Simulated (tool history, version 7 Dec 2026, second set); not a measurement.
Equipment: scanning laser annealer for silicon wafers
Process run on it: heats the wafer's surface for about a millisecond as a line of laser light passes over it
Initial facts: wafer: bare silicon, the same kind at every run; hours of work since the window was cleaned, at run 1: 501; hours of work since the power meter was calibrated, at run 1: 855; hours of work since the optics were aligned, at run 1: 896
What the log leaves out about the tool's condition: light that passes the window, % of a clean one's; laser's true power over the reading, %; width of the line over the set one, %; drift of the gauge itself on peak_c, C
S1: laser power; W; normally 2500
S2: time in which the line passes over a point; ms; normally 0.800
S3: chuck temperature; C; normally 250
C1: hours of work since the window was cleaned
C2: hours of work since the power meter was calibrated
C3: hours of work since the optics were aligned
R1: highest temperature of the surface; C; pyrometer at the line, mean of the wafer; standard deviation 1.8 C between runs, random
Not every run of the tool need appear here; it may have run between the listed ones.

run 1 hour=0.0 | S1=2500 S2=0.800 S3=250 | C1=501 C2=855 C3=896 | R1=958
run 2 hour=43.3 | S1=2500 S2=0.800 S3=250 | C1=524 C2=878 C3=919 | R1=962
run 3 hour=67.6 | S1=2500 S2=0.800 S3=250 | C1=537 C2=891 C3=932 | R1=961
run 4 hour=102.4 | S1=2500 S2=0.800 S3=288 | C1=556 C2=909 C3=951 | R1=998
run 5 hour=129.5 | S1=2500 S2=0.800 S3=288 | C1=570 C2=924 C3=965 | R1=1000
run 6 hour=158.5 | S1=2500 S2=0.800 S3=288 | C1=585 C2=939 C3=980 | R1=997
run 7 hour=211.5 | S1=2500 S2=0.800 S3=250 | C1=613 C2=967 C3=1008 | R1=960
run 8 hour=247.9 | S1=2500 S2=0.800 S3=250 | C1=633 C2=986 C3=1028 | R1=958
run 9 hour=291.3 | S1=2500 S2=0.800 S3=250 | C1=656 C2=1009 C3=1051 | R1=955
run 10 hour=322.8 | S1=2500 S2=0.800 S3=250 | C1=672 C2=1026 C3=1067 | R1=956
run 11 hour=368.9 | S1=2500 S2=0.800 S3=250 | C1=697 C2=1050 C3=1092 | R1=955
run 12 hour=422.0 | S1=2500 S2=0.800 S3=250 | C1=725 C2=1078 C3=1120 | R1=957
run 13 hour=471.9 | S1=2500 S2=0.800 S3=250 | C1=751 C2=1105 C3=1146 | R1=952
run 14 hour=497.0 | S1=2500 S2=0.800 S3=250 | C1=765 C2=1118 C3=1160 | R1=954
run 15 hour=551.0 | S1=2500 S2=0.800 S3=250 | C1=793 C2=1147 C3=1188 | R1=954
run 16 hour=591.9 | S1=2500 S2=0.800 S3=250 | C1=815 C2=1169 C3=1210 | R1=951
-- hour=647.2 window over the wafer cleaned
run 17 hour=650.2 | S1=2500 S2=0.800 S3=250 | C1=2 C2=1198 C3=1240 | R1=972
run 18 hour=682.9 | S1=2500 S2=0.800 S3=250 | C1=19 C2=1216 C3=1257 | R1=971
run 19 hour=725.2 | S1=2500 S2=0.800 S3=250 | C1=41 C2=1238 C3=1280 | R1=972
-- hour=733.6 optics aligned, line set to its width
run 20 hour=760.9 | S1=2500 S2=0.800 S3=250 | C1=58 C2=1254 C3=14 | R1=966
run 21 hour=815.1 | S1=2515 S2=0.800 S3=250 | C1=86 C2=1283 C3=43 | R1=972
run 22 hour=847.9 | S1=2515 S2=0.772 S3=250 | C1=104 C2=1300 C3=61 | R1=956
run 23 hour=901.4 | S1=2128 S2=0.860 S3=223 | C1=132 C2=1329 C3=89 | R1=857
run 24 hour=948.0 | S1=2328 S2=0.650 S3=281 | C1=157 C2=1353 C3=114 | R1=870
run 25 hour=978.2 | S1=2328 S2=0.650 S3=281 | C1=173 C2=1369 C3=130 | R1=870
-- hour=990.7 optics aligned, line set to its width, once more
run 26 hour=1037.4 | S1=2328 S2=0.650 S3=281 | C1=201 C2=1398 C3=25 | R1=872
run 27 hour=1087.9 | S1=2328 S2=0.650 S3=281 | C1=228 C2=1425 C3=52 | R1=873
run 28 hour=1135.2 | S1=2328 S2=0.731 S3=247 | C1=253 C2=1450 C3=77 | R1=883
run 29 hour=1161.1 | S1=2446 S2=0.803 S3=256 | C1=267 C2=1464 C3=90 | R1=964
run 30 hour=1197.9 | S1=2500 S2=0.713 S3=276 | C1=286 C2=1483 C3=110 | R1=951
run 31 hour=1243.2 | S1=2471 S2=0.800 S3=264 | C1=310 C2=1507 C3=134 | R1=974
run 32 hour=1270.8 | S1=2471 S2=0.998 S3=284 | C1=325 C2=1522 C3=148 | R1=1090
run 33 hour=1313.0 | S1=2249 S2=0.575 S3=250 | C1=347 C2=1544 C3=171 | R1=777
run 34 hour=1366.7 | S1=2717 S2=0.874 S3=263 | C1=376 C2=1573 C3=199 | R1=1084

Expected results for the next run?
run 35 hour=1423.3 | S1=2208 S2=0.838 S3=253 | C1=406 C2=1603 C3=229 | R1=?

{"run 35": {"R1": 905}}
With the hidden condition absent and the run-to-run variation left alone, this run would have shown R1 919 C.
